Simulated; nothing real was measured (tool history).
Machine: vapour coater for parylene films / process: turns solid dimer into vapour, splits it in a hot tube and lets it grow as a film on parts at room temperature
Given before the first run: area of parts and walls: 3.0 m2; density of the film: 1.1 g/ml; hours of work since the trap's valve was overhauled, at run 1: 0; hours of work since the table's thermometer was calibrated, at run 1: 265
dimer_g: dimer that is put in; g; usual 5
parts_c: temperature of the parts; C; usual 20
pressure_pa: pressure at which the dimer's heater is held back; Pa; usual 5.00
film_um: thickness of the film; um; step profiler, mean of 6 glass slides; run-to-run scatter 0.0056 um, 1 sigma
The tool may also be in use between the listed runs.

run,hour,dimer_g,parts_c,pressure_pa,hours of work since the trap's valve was overhauled,hours of work since the table's thermometer was calibrated,film_um
1,0.0,5,20,5.00,0,265,0.860
2,12.0,5,20,5.00,5,271,0.867
3,21.3,5,20,5.00,10,275,0.874
4,31.8,5,20,4.14,14,279,0.881
5,46.6,5,20,4.14,21,286,0.871
6,61.6,5,20,4.14,28,293,0.881
7,70.4,2,20,5.00,32,297,0.353
8,78.7,2,20,5.00,35,300,0.344
9,91.3,5,20,5.24,41,306,0.845
10,105.3,3,20,5.00,47,312,0.505
11,114.5,3,20,7.19,51,317,0.495
12,123.2,3,18,5.00,55,320,0.527
13,131.2,3,18,5.00,59,324,0.535
14,143.9,3,18,5.00,65,330,0.518
15,156.4,5,22,9.36,70,335,0.779
16,171.6,5,22,9.36,77,342,0.773
17,186.5,3,20,5.00,84,349,0.501
18,200.3,3,27,9.15,90,355,0.419
19,216.8,7,18,9.28,97,362,1.165

Branching from run 19: 5 alternative next runs. What would each branch give?
A,232.5,3,19,4.85,104,369,?
B,232.5,4,18,4.45,104,369,?
C,232.5,2,28,3.06,104,369,?
D,232.5,5,20,9.59,104,369,?
E,232.5,7,18,10.17,104,369,?

run,film_um
A,0.502
B,0.692
C,0.285
D,0.787
E,1.151
Without the tool's hidden state the same runs would have given:
run,film_um
A,0.525
B,0.723
C,0.298
D,0.822
E,1.202
